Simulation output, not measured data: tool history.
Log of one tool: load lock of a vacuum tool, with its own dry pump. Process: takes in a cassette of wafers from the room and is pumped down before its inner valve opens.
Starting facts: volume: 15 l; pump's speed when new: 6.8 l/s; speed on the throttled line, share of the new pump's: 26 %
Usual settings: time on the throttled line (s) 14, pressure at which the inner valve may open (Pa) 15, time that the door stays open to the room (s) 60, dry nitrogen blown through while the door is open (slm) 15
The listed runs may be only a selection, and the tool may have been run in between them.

run	hour	time on the throttled line (s)	pressure at which the inner valve may open (Pa)	time that the door stays open to the room (s)	dry nitrogen blown through while the door is open (slm)	incoming humidity of the room's air, %	time from the closed door until the inner valve may open (s)	rise of the pressure with all valves shut (Pa/min)
1	0.0	14	15	60	15	42.9	33.8	0.211
2	288.6	14	15	60	15	40.6	34.1	0.209
3	489.4	14	15	60	15	44.8	34.1	0.227
4	773.6	14	15	60	15	44.1	34.0	0.226
5	1151.1	14	15	60	15	48.5	34.5	0.241
6	1517.4	14	15	60	15	43.6	34.7	0.254
7	1931.8	14	15	60	15	45.8	35.0	0.262
# hour 2330.1: dry pump taken out, an overhauled one fitted
8	2330.1	14	15	97	15	48.5	29.8	0.289
9	2606.2	14	15	97	15	43.4	29.9	0.291
10	2801.1	14	15	97	15	44.9	30.4	0.295
11	3227.6	14	15	97	15	46.1	30.4	0.312
12	3638.1	14	15	97	15	45.7	30.7	0.308
13	3943.1	14	15	97	15	44.6	30.3	0.322
# hour 4187.1: door's seal changed, seat wiped
14	4278.9	14	15	60	5	42.3	30.8	0.068
15	4597.8	14	15	60	5	47.1	30.4	0.070
16	4787.3	14	15	60	5	44.5	31.0	0.071
17	5126.2	14	15	60	5	45.4	30.5	0.076
18	5483.9	14	15	60	8	47.6	31.5	0.074
19	5818.0	14	15	60	8	43.0	31.6	0.066
20	6197.9	14	15	60	8	48.9	31.3	0.086
21	6585.7	26	15	177	15	45.3	40.0	0.099
22	6899.4	26	22	177	25	42.9	39.2	0.091
23	7256.4	28	26	177	5	42.7	41.0	0.130
24	7535.4	10	29	98	15	48.6	27.8	0.095
25	7751.2	10	29	98	15	43.4	27.3	0.091
26	7953.5	14	15	104	11	44.1	31.6	0.101
27	8348.2	18	15	60	15	43.6	35.0	0.085
28	8726.7	18	15	60	15	47.1	35.2	0.094
29	9107.1	21	15	60	45	40.5	37.4	0.082
30	9346.3	8	10	60	45	45.2	29.3	0.078
31	9713.7	8	10	167	45	47.5	30.6	0.106
32	9917.4	8	10	167	45	46.7	30.3	0.108
33	10176.7	9	12	167	45	44.7	30.2	0.111
34	10620.5	14	17	218	15	47.0	33.1	0.157
35	10965.8	9	15	60	15	44.3	30.2	0.129
36	11292.3	8	15	64	15	45.0	29.6	0.126

How would selected steps in time from the closed door until the inner valve may open (s) from run to run divide? Give the signed amount a tool lacking its hidden state would still show from settings, what came in and random variation, and the signed amount left for the hidden state, including any gauge scatter that is not in both of the compared results.
The tool's hidden condition here consists of: pump's speed, % of a new pump's; leak at the door's seal, Pa l/s; drift of the gauge itself on ready_s, %; drift of the gauge itself on rise_pa_min, %.
Run 7 -> 8: time that the door stays open to the room (s) 60 -> 97, dry pump taken out, an overhauled one fitted. time from the closed door until the inner valve may open (s) -5.2: hidden state -5.0, all else -0.2.
Run 20 -> 21: time on the throttled line (s) 14 -> 26, time that the door stays open to the room (s) 60 -> 177, dry nitrogen blown through while the door is open (slm) 8 -> 15. time from the closed door until the inner valve may open (s) +8.7: hidden state -0.2, all else +8.9.
Run 23 -> 24: time on the throttled line (s) 28 -> 10, pressure at which the inner valve may open (Pa) 26 -> 29, time that the door stays open to the room (s) 177 -> 98, dry nitrogen blown through while the door is open (slm) 5 -> 15. time from the closed door until the inner valve may open (s) -13.2: hidden state +0.7, all else -13.9.
Run 29 -> 30: time on the throttled line (s) 21 -> 8, pressure at which the inner valve may open (Pa) 15 -> 10. time from the closed door until the inner valve may open (s) -8.1: hidden state +0.9, all else -9.0.
